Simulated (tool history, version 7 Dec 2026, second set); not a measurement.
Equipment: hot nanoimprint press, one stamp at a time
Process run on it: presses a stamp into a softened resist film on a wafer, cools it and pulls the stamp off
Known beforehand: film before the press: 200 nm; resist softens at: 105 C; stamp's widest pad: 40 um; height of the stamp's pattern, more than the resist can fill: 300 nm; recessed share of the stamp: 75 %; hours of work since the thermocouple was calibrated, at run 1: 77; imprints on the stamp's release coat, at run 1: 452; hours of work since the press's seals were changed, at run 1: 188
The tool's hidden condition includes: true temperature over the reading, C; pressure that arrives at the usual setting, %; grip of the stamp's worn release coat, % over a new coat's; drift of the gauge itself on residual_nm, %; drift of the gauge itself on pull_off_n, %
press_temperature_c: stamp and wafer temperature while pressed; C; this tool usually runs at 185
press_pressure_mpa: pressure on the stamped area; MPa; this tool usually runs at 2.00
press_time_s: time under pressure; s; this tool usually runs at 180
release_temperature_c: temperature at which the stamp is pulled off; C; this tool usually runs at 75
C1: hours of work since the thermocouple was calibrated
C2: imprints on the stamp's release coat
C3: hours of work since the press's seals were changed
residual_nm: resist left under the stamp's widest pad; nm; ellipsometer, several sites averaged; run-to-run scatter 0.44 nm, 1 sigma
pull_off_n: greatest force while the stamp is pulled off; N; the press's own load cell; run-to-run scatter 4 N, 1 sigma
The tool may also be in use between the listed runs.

Run 1, hour 0.0: usual settings; C1 77; C2 452; C3 188. Result: residual_nm 93.1 nm, pull_off_n 211 N.
Run 2, hour 12.4: usual settings; C1 84; C2 486; C3 195. Result: residual_nm 93.6 nm, pull_off_n 204 N.
Run 3, hour 23.3: usual settings; C1 90; C2 517; C3 201. Result: residual_nm 93.1 nm, pull_off_n 212 N.
Run 4, hour 33.0: usual settings but release_temperature_c 63 C; C1 96; C2 544; C3 206. Result: residual_nm 93.2 nm, pull_off_n 228 N.
Run 5, hour 40.9: usual settings but release_temperature_c 63 C; C1 100; C2 566; C3 211. Result: residual_nm 93.4 nm, pull_off_n 228 N.
Run 6, hour 48.6: usual settings but release_temperature_c 63 C; C1 105; C2 587; C3 215. Result: residual_nm 93.9 nm, pull_off_n 229 N.
Run 7, hour 63.2: usual settings but release_temperature_c 63 C; C1 113; C2 628; C3 223. Result: residual_nm 93.6 nm, pull_off_n 217 N.
Run 8, hour 72.3: usual settings but press_time_s 250 s; C1 118; C2 653; C3 229. Result: residual_nm 82.0 nm, pull_off_n 212 N.
Run 9, hour 79.8: usual settings but press_time_s 168 s; C1 122; C2 674; C3 233. Result: residual_nm 95.0 nm, pull_off_n 222 N.
Run 10, hour 93.2: usual settings but press_time_s 168 s; C1 130; C2 711; C3 241. Result: residual_nm 95.7 nm, pull_off_n 219 N.
Run 11, hour 99.5: usual settings but press_time_s 168 s; C1 133; C2 729; C3 244. Result: residual_nm 95.3 nm, pull_off_n 214 N.
Run 12, hour 114.0: usual settings; C1 142; C2 769; C3 252. Result: residual_nm 93.1 nm, pull_off_n 223 N.
Run 13, hour 124.8: usual settings; C1 148; C2 799; C3 259. Result: residual_nm 93.1 nm, pull_off_n 225 N.
Run 14, hour 138.2: usual settings; C1 155; C2 836; C3 266. Result: residual_nm 93.1 nm, pull_off_n 217 N.
Run 15, hour 146.8: usual settings; C1 160; C2 860; C3 271. Result: residual_nm 93.2 nm, pull_off_n 218 N.
Run 16, hour 156.4: usual settings; C1 166; C2 887; C3 276. Result: residual_nm 92.7 nm, pull_off_n 220 N.
Run 17, hour 167.7: usual settings; C1 172; C2 918; C3 283. Result: residual_nm 93.1 nm, pull_off_n 238 N.
Run 18, hour 179.0: usual settings; C1 179; C2 950; C3 289. Result: residual_nm 93.4 nm, pull_off_n 215 N.
Run 19, hour 193.6: usual settings; C1 187; C2 991; C3 298. Result: residual_nm 92.9 nm, pull_off_n 230 N.
Run 20, hour 207.1: usual settings but press_pressure_mpa 1.84 MPa; C1 195; C2 1028; C3 305. Result: residual_nm 95.8 nm, pull_off_n 234 N.
Run 21, hour 221.6: usual settings but press_temperature_c 173 C, press_pressure_mpa 1.26 MPa, press_time_s 115 s, release_temperature_c 70 C; C1 203; C2 1068; C3 313. Result: residual_nm 154.9 nm, pull_off_n 236 N.
Run 22, hour 227.7: usual settings but press_temperature_c 189 C, press_pressure_mpa 1.31 MPa; C1 206; C2 1086; C3 317. Result: residual_nm 100.0 nm, pull_off_n 220 N.

Run 23 is up next; what results do you expect?
Run 23, hour 236.2: usual settings but press_temperature_c 189 C, press_pressure_mpa 1.31 MPa, release_temperature_c 60 C; C1 211; C2 1109; C3 322. Result: residual_nm ?, pull_off_n ?.

Run 23 gave residual_nm 100.2 nm, pull_off_n 249 N.
The same run, on a tool lacking any hidden state, would have yielded residual_nm 102.0 nm, pull_off_n 208 N.
